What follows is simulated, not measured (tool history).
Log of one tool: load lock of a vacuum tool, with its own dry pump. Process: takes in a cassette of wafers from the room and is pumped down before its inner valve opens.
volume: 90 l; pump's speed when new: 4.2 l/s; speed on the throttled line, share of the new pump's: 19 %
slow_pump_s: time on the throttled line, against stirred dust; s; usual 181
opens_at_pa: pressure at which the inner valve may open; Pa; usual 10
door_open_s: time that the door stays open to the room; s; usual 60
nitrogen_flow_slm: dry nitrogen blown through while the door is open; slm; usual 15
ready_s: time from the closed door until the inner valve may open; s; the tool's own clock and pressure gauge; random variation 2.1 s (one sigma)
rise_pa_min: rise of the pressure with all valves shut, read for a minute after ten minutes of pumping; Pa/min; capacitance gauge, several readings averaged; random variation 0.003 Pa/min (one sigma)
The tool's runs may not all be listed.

| run | hour | slow_pump_s | opens_at_pa | door_open_s | nitrogen_flow_slm | incoming humidity of the room's air, % | ready_s | rise_pa_min |
|---|---|---|---|---|---|---|---|---|
| 1 | 0.0 | 181 | 10 | 60 | 15 | 42.7 | 362.1 | 0.053 |
| 2 | 254.2 | 181 | 10 | 60 | 15 | 43.4 | 356.2 | 0.059 |
| 3 | 443.2 | 181 | 10 | 60 | 15 | 43.9 | 364.9 | 0.062 |
| 4 | 633.5 | 181 | 10 | 60 | 15 | 44.4 | 356.4 | 0.061 |
| 5 | 846.0 | 181 | 10 | 60 | 15 | 48.1 | 360.9 | 0.068 |
| 6 | 1076.5 | 181 | 10 | 60 | 15 | 45.7 | 364.4 | 0.070 |
| 7 | 1195.5 | 181 | 10 | 60 | 15 | 45.7 | 363.1 | 0.074 |
| 8 | 1391.3 | 181 | 10 | 237 | 15 | 45.2 | 366.8 | 0.115 |
| 9 | 1630.6 | 181 | 10 | 237 | 15 | 43.8 | 365.0 | 0.117 |
| 10 | 1909.8 | 181 | 8 | 237 | 15 | 47.5 | 369.9 | 0.124 |
| 11 | 2049.2 | 97 | 8 | 237 | 15 | 42.2 | 304.9 | 0.120 |
| 12 | 2285.7 | 223 | 10 | 60 | 15 | 45.8 | 399.3 | 0.090 |
| 13 | 2568.9 | 181 | 10 | 60 | 15 | 40.9 | 364.4 | 0.097 |
| 14 | 2767.9 | 181 | 10 | 60 | 15 | 44.8 | 369.9 | 0.108 |
| 15 | 3044.0 | 181 | 10 | 26 | 15 | 45.0 | 369.5 | 0.094 |
| 16 | 3207.8 | 181 | 10 | 60 | 15 | 44.3 | 366.1 | 0.111 |
| 17 | 3459.7 | 181 | 10 | 60 | 15 | 47.0 | 366.5 | 0.125 |
| 18 | 3692.9 | 181 | 10 | 60 | 15 | 45.5 | 370.8 | 0.130 |
| 19 | 3897.4 | 97 | 10 | 60 | 14 | 47.3 | 307.4 | 0.137 |
| 20 | 4110.1 | 299 | 10 | 60 | 44 | 43.2 | 459.2 | 0.125 |
| 21 | 4330.7 | 181 | 10 | 156 | 9 | 39.9 | 372.9 | 0.175 |
| 22 | 4606.4 | 181 | 10 | 60 | 9 | 44.5 | 368.4 | 0.156 |
| 23 | 4786.7 | 181 | 10 | 60 | 9 | 45.7 | 371.3 | 0.167 |
| 24 | 4933.7 | 181 | 10 | 148 | 9 | 43.5 | 368.7 | 0.192 |
| 25 | 5069.6 | 181 | 10 | 148 | 9 | 44.5 | 370.3 | 0.199 |
| 26 | 5221.8 | 181 | 19 | 92 | 5 | 42.9 | 359.2 | 0.200 |
| 27 | 5430.1 | 181 | 19 | 80 | 34 | 43.6 | 356.1 | 0.178 |
| 28 | 5637.9 | 181 | 19 | 80 | 34 | 44.3 | 354.5 | 0.181 |
| 29 | 5800.3 | 181 | 19 | 170 | 34 | 46.8 | 361.7 | 0.199 |
| 30 | 5944.8 | 203 | 10 | 200 | 42 | 45.4 | 392.2 | 0.213 |
| 31 | 6176.0 | 315 | 10 | 170 | 15 | 44.2 | 477.3 | 0.234 |
| 32 | 6368.6 | 194 | 14 | 170 | 15 | 39.5 | 378.0 | 0.233 |
| 33 | 6589.5 | 243 | 16 | 41 | 15 | 48.4 | 411.5 | 0.216 |
| 34 | 6860.2 | 243 | 16 | 41 | 15 | 49.6 | 416.7 | 0.233 |
| 35 | 7144.9 | 128 | 10 | 144 | 15 | 41.5 | 341.5 | 0.257 |
| 36 | 7435.7 | 128 | 10 | 144 | 15 | 45.6 | 338.3 | 0.275 |

Hidden state or all else? Some run-to-run changes of ready_s, split into what the settings, what came in and random variation would give without the hidden state, and what is left for the hidden state (with any gauge scatter that isn't in both results):
The hidden state here: pump's speed, % of a new pump's; leak at the door's seal, Pa l/s; drift of the gauge itself on ready_s, %; drift of the gauge itself on rise_pa_min, %.
Run 11 -> 12: slow_pump_s 97 -> 223, opens_at_pa 8 -> 10, door_open_s 237 -> 60. ready_s +94.4 s: hidden state -2.7, all else +97.1.
Run 19 -> 20: slow_pump_s 97 -> 299, nitrogen_flow_slm 14 -> 44. ready_s +151.8 s: hidden state -6.1, all else +157.9.
Run 20 -> 21: slow_pump_s 299 -> 181, door_open_s 60 -> 156, nitrogen_flow_slm 44 -> 9. ready_s -86.3 s: hidden state +4.6, all else -90.9.
Run 31 -> 32: slow_pump_s 315 -> 194, opens_at_pa 10 -> 14. ready_s -99.3 s: hidden state +3.9, all else -103.2.
Run 34 -> 35: slow_pump_s 243 -> 128, opens_at_pa 16 -> 10, door_open_s 41 -> 144. ready_s -75.2 s: hidden state +8.4, all else -83.6.
